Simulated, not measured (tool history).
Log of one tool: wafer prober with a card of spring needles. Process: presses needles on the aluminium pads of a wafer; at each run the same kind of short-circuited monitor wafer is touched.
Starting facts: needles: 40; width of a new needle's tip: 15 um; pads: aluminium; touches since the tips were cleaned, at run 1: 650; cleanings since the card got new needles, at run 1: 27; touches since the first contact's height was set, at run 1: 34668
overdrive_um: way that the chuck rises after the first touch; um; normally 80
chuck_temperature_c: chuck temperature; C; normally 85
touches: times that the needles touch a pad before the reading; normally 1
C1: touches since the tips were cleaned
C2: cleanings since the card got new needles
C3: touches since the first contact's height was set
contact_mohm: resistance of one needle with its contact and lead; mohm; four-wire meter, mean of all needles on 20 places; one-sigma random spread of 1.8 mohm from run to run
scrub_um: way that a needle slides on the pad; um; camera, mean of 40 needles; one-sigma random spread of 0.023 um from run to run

Run 1, day 0: usual settings; C1 650; C2 27; C3 34668. Result: contact_mohm 197 mohm, scrub_um 11.2 um.
At day 0.558: tips cleaned on abrasive film.
Run 2, day 0.95: usual settings; C1 4283; C2 28; C3 44972. Result: contact_mohm 197 mohm, scrub_um 11.18 um.
At day 1.183: tips cleaned on abrasive film.
At day 1.775: tips cleaned on abrasive film.
Run 3, day 2.133: usual settings; C1 3893; C2 30; C3 57758. Result: contact_mohm 196 mohm, scrub_um 11.2 um.
At day 2.362: tips cleaned on abrasive film.
At day 2.958: tips cleaned on abrasive film.
Run 4, day 3.233: usual settings but overdrive_um 74 um; C1 2970; C2 32; C3 69624. Result: contact_mohm 193 mohm, scrub_um 10.35 um.
At day 3.546: tips cleaned on abrasive film.
At day 4.142: tips cleaned on abrasive film.
Run 5, day 4.354: usual settings but overdrive_um 74 um; C1 2339; C2 34; C3 81754. Result: contact_mohm 195 mohm, scrub_um 10.36 um.
At day 4.725: tips cleaned on abrasive film.
Run 6, day 4.904: usual settings but overdrive_um 74 um; C1 1989; C2 35; C3 87694. Result: contact_mohm 194 mohm, scrub_um 10.34 um.
At day 5.3: tips cleaned on abrasive film.
Run 7, day 5.512: usual settings but overdrive_um 74 um; C1 2338; C2 36; C3 94266. Result: contact_mohm 195 mohm, scrub_um 10.38 um.
At day 5.979: tips cleaned on abrasive film.
Run 8, day 6.338: usual settings but overdrive_um 74 um; C1 3896; C2 37; C3 103174. Result: contact_mohm 193 mohm, scrub_um 10.38 um.
At day 6.575: tips cleaned on abrasive film.
At day 7.175: tips cleaned on abrasive film.
Run 9, day 7.596: usual settings but overdrive_um 74 um, chuck_temperature_c 51 C, touches 2; C1 4599; C2 39; C3 116793. Result: contact_mohm 186 mohm, scrub_um 10.38 um.
At day 7.812: tips cleaned on abrasive film.
Run 10, day 8.292: usual settings but overdrive_um 74 um, chuck_temperature_c 51 C, touches 2; C1 5209; C2 40; C3 124312. Result: contact_mohm 186 mohm, scrub_um 10.41 um.
At day 8.433: tips cleaned on abrasive film.
At day 9.104: tips cleaned on abrasive film.
Run 11, day 9.575: usual settings but overdrive_um 94 um, chuck_temperature_c 52 C, touches 2; C1 5129; C2 42; C3 138190. Result: contact_mohm 189 mohm, scrub_um 13.19 um.
At day 9.683: tips cleaned on abrasive film.
At day 9.883: height of the first contact set anew.
At day 10.275: tips cleaned on abrasive film.
Run 12, day 10.404: usual settings but overdrive_um 69 um, chuck_temperature_c 112 C; C1 1421; C2 44; C3 5622. Result: contact_mohm 197 mohm, scrub_um 9.66 um.

3 options for the next run, each taken on its own from the tool as it stands now. Forecast them:
At day 10.921: tips cleaned on abrasive film.
Run A, day 11.383: usual settings but overdrive_um 81 um, chuck_temperature_c 112 C; C1 5041; C2 45; C3 16228. Result: contact_mohm ?, scrub_um ?.
At day 10.921: tips cleaned on abrasive film.
Run B, day 11.383: usual settings but overdrive_um 75 um, chuck_temperature_c 32 C; C1 5041; C2 45; C3 16228. Result: contact_mohm ?, scrub_um ?.
At day 10.921: tips cleaned on abrasive film.
Run C, day 11.383: usual settings but overdrive_um 60 um, chuck_temperature_c 117 C; C1 5041; C2 45; C3 16228. Result: contact_mohm ?, scrub_um ?.

run  contact_mohm  scrub_um
  A           202     11.38
  B           183     10.57
  C           206      8.43
What these runs would have given with no unlogged condition in the tool:
run  contact_mohm  scrub_um
  A           202     11.31
  B           182     10.51
  C           206      8.38
